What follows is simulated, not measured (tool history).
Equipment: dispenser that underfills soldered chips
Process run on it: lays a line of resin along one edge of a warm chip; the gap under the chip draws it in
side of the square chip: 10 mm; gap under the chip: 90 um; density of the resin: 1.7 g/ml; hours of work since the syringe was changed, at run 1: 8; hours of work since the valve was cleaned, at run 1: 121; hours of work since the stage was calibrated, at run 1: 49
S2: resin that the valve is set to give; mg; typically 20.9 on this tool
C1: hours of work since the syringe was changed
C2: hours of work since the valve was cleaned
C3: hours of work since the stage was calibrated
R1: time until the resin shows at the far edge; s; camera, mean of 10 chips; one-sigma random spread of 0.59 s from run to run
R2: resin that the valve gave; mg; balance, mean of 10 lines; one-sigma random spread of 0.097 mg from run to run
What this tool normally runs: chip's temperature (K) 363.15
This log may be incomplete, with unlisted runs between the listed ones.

Run 1, hour 0.0: usual settings; C1 8; C2 121; C3 49. Result: R1 67.6 s, R2 19.64 mg.
At hour 6.4: new syringe of resin.
Run 2, hour 9.0: usual settings; C1 2; C2 127; C3 55. Result: R1 52.4 s, R2 19.60 mg.
At hour 18.8: dispensing valve cleaned and set on the balance.
Run 3, hour 20.1: usual settings but chip's temperature (K) 351.15; C1 8; C2 1; C3 61. Result: R1 112.6 s, R2 21.04 mg.
At hour 27.7: new syringe of resin.
Run 4, hour 31.2: usual settings; C1 2; C2 7; C3 67. Result: R1 53.9 s, R2 20.81 mg.
Run 5, hour 40.0: usual settings but S2 23.0 mg; C1 7; C2 13; C3 73. Result: R1 64.3 s, R2 22.97 mg.
At hour 48.0: new syringe of resin.
Run 6, hour 51.3: usual settings but S2 18.4 mg; C1 2; C2 19; C3 79. Result: R1 56.5 s, R2 18.27 mg.
Run 7, hour 62.2: usual settings but chip's temperature (K) 377.15; C1 9; C2 26; C3 86. Result: R1 37.4 s, R2 20.60 mg.
At hour 68.4: new syringe of resin.
Run 8, hour 72.1: usual settings; C1 2; C2 32; C3 92. Result: R1 53.0 s, R2 20.61 mg.
Run 9, hour 77.8: usual settings; C1 6; C2 35; C3 95. Result: R1 59.4 s, R2 20.69 mg.
Run 10, hour 86.3: usual settings; C1 11; C2 40; C3 100. Result: R1 72.3 s, R2 20.44 mg.
At hour 88.2: new syringe of resin.
Run 11, hour 91.6: usual settings but chip's temperature (K) 364.15, S2 20.3 mg; C1 2; C2 43; C3 103. Result: R1 50.1 s, R2 19.88 mg.
Run 12, hour 96.6: usual settings but chip's temperature (K) 364.15, S2 20.3 mg; C1 5; C2 46; C3 106. Result: R1 54.7 s, R2 19.75 mg.
Run 13, hour 107.3: usual settings but chip's temperature (K) 374.15; C1 12; C2 53; C3 113. Result: R1 45.4 s, R2 20.47 mg.
At hour 108.6: new syringe of resin.
Run 14, hour 112.6: usual settings but chip's temperature (K) 353.15, S2 20.4 mg; C1 2; C2 56; C3 116. Result: R1 84.7 s, R2 19.67 mg.
Run 15, hour 119.6: usual settings but chip's temperature (K) 352.15, S2 17.9 mg; C1 7; C2 60; C3 120. Result: R1 109.6 s, R2 17.34 mg.
At hour 128.4: new syringe of resin.
Run 16, hour 128.5: usual settings but chip's temperature (K) 372.15, S2 24.7 mg; C1 0; C2 65; C3 125. Result: R1 31.5 s, R2 23.81 mg.
Run 17, hour 137.9: usual settings but chip's temperature (K) 351.15, S2 20.0 mg; C1 6; C2 71; C3 131. Result: R1 105.3 s, R2 19.18 mg.

Take each entry between the runs: how does the hidden state at the last listed run before it differ from the hidden state at the first listed run after it?
Runs 1 to 2: new syringe of resin (hour 6.4)
  resin's viscosity, % of fresh resin's: 134.5 -> 105.4; dose that the valve gives, % of what is set: 93.7 -> 93.44; true chip temperature over the reading, C: 0.57 -> 0.6
  difference, measured minus the result without the unlogged condition, R1: +16.9 -> +2.2 s; R2: -1.32 -> -1.38 mg
Runs 2 to 3: dispensing valve cleaned and set on the balance (hour 18.8)
  resin's viscosity, % of fresh resin's: 105.4 -> 132.3; dose that the valve gives, % of what is set: 93.44 -> 99.79; true chip temperature over the reading, C: 0.6 -> 0.63
  difference, measured minus the result without the unlogged condition, R1: +2.2 -> +24.9 s; R2: -1.38 -> -0.05 mg
Runs 3 to 4: new syringe of resin (hour 27.7)
  resin's viscosity, % of fresh resin's: 132.3 -> 108.7; dose that the valve gives, % of what is set: 99.79 -> 99.45; true chip temperature over the reading, C: 0.63 -> 0.67
  difference, measured minus the result without the unlogged condition, R1: +24.9 -> +2.8 s; R2: -0.05 -> -0.11 mg
Runs 5 to 6: new syringe of resin (hour 48.0)
  resin's viscosity, % of fresh resin's: 132.5 -> 108.2; dose that the valve gives, % of what is set: 99.19 -> 98.86; true chip temperature over the reading, C: 0.7 -> 0.73
  difference, measured minus the result without the unlogged condition, R1: +14.3 -> +2.8 s; R2: -0.19 -> -0.21 mg
Runs 7 to 8: new syringe of resin (hour 68.4)
  resin's viscosity, % of fresh resin's: 138.2 -> 107.7; dose that the valve gives, % of what is set: 98.51 -> 98.2; true chip temperature over the reading, C: 0.77 -> 0.8
  difference, measured minus the result without the unlogged condition, R1: +9.4 -> +2.2 s; R2: -0.31 -> -0.38 mg
Runs 10 to 11: new syringe of resin (hour 88.2)
  resin's viscosity, % of fresh resin's: 148.2 -> 106.2; dose that the valve gives, % of what is set: 97.74 -> 97.6; true chip temperature over the reading, C: 0.84 -> 0.86
  difference, measured minus the result without the unlogged condition, R1: +21.9 -> +1.4 s; R2: -0.48 -> -0.48 mg
Runs 13 to 14: new syringe of resin (hour 108.6)
  resin's viscosity, % of fresh resin's: 151.1 -> 109; dose that the valve gives, % of what is set: 97.15 -> 96.99; true chip temperature over the reading, C: 0.9 -> 0.92
  difference, measured minus the result without the unlogged condition, R1: +14.6 -> +4.3 s; R2: -0.60 -> -0.61 mg
Runs 15 to 16: new syringe of resin (hour 128.4)
  resin's viscosity, % of fresh resin's: 127.6 -> 99.7; dose that the valve gives, % of what is set: 96.77 -> 96.49; true chip temperature over the reading, C: 0.94 -> 0.97
  difference, measured minus the result without the unlogged condition, R1: +21.1 -> -1.3 s; R2: -0.58 -> -0.87 mg
